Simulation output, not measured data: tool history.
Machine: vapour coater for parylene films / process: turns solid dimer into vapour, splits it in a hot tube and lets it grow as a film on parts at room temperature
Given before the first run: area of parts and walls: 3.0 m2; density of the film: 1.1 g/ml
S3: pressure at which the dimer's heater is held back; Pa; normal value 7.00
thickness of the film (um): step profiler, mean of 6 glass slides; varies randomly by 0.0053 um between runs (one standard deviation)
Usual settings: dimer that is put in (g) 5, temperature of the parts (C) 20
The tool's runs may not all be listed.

{"run": 1, "hour": 0.0, "dimer that is put in (g)": 5, "temperature of the parts (C)": 20, "S3": 7.0, "thickness of the film (um)": 0.645}
{"hour": 11.9, "done": "trap's valve overhauled"}
{"run": 2, "hour": 24.5, "dimer that is put in (g)": 5, "temperature of the parts (C)": 20, "S3": 7.0, "thickness of the film (um)": 0.748}
{"run": 3, "hour": 41.5, "dimer that is put in (g)": 5, "temperature of the parts (C)": 20, "S3": 7.0, "thickness of the film (um)": 0.747}
{"run": 4, "hour": 80.7, "dimer that is put in (g)": 5, "temperature of the parts (C)": 20, "S3": 7.0, "thickness of the film (um)": 0.743}
{"run": 5, "hour": 108.0, "dimer that is put in (g)": 5, "temperature of the parts (C)": 20, "S3": 7.0, "thickness of the film (um)": 0.749}
{"run": 6, "hour": 126.1, "dimer that is put in (g)": 5, "temperature of the parts (C)": 20, "S3": 7.0, "thickness of the film (um)": 0.743}
{"run": 7, "hour": 149.3, "dimer that is put in (g)": 5, "temperature of the parts (C)": 20, "S3": 7.0, "thickness of the film (um)": 0.741}
{"run": 8, "hour": 168.5, "dimer that is put in (g)": 6, "temperature of the parts (C)": 17, "S3": 8.09, "thickness of the film (um)": 0.972}
{"run": 9, "hour": 210.2, "dimer that is put in (g)": 6, "temperature of the parts (C)": 17, "S3": 8.01, "thickness of the film (um)": 0.966}
{"run": 10, "hour": 229.4, "dimer that is put in (g)": 6, "temperature of the parts (C)": 15, "S3": 5.61, "thickness of the film (um)": 1.093}
{"run": 11, "hour": 251.6, "dimer that is put in (g)": 6, "temperature of the parts (C)": 15, "S3": 5.61, "thickness of the film (um)": 1.084}
{"run": 12, "hour": 269.8, "dimer that is put in (g)": 7, "temperature of the parts (C)": 13, "S3": 2.47, "thickness of the film (um)": 1.525}
{"run": 13, "hour": 305.5, "dimer that is put in (g)": 9, "temperature of the parts (C)": 23, "S3": 5.09, "thickness of the film (um)": 1.217}

A few steps of thickness of the film (um) between consecutive runs. Split each: what settings, incoming material and random variation would produce without the hidden state, and what is left over for the hidden state, along with gauge scatter present in only one of the two compared results (measured, and without hidden state):
Unlogged tool condition in this case: vapour lost through the trap's worn valve, %; true temperature of the parts over the reading, C; drift of the gauge itself on film_um, %.
Run 1 -> 2: trap's valve overhauled. thickness of the film (um) +0.103: hidden state +0.097, all else +0.006.
Run 11 -> 12: dimer that is put in (g) 6 -> 7, temperature of the parts (C) 15 -> 13, S3 5.61 -> 2.47. thickness of the film (um) +0.441: hidden state -0.007, all else +0.448.
